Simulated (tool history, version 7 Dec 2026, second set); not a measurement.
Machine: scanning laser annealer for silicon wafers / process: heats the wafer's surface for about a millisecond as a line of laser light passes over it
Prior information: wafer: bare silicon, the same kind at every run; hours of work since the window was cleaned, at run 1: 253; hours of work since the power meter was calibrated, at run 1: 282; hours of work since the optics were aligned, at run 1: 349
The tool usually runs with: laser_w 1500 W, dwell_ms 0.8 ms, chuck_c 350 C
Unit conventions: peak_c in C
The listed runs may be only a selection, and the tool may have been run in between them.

run	hour	laser_w	dwell_ms	chuck_c	hours of work since the window was cleaned	hours of work since the power meter was calibrated	hours of work since the optics were aligned	peak_c
1	0	1500	0.8	350	253	282	349	1101
2	13.6	1500	0.8	350	260	290	356	1100
3	37.6	1500	0.8	347	274	303	369	1100
4	66	1500	0.8	347	289	318	385	1095
5	86.6	1500	0.8	350	300	330	396	1100
6	106.1	1612	0.8	350	311	340	406	1172
7	127.4	1612	0.8	350	323	352	418	1168
8	146.4	1500	0.8	317	333	362	428	1065
9	169.8	1500	0.727	350	346	375	441	1060
10	192.1	1500	0.709	350	358	387	453	1051
11	206.4	1500	0.8	350	366	395	461	1095
12	231.4	1500	0.8	350	379	409	475	1095
13	244.1	1500	0.8	350	386	416	482	1098
14	260.2	1500	0.8	341	395	424	491	1088
# hour 281.3: window over the wafer cleaned
15	290.1	1500	0.8	341	5	440	506	1106
16	311.8	1500	0.639	350	17	452	518	1030
17	341.6	1500	0.639	350	33	468	534	1030
18	361.8	1500	0.639	350	44	479	545	1026

What will run 19 give?
19	391.4	1326	0.729	358	60	495	561	?

Logged for run 19: peak_c 978 C.
On a tool with no hidden condition, and with the same random variation, this run would have come out at peak_c 977 C.
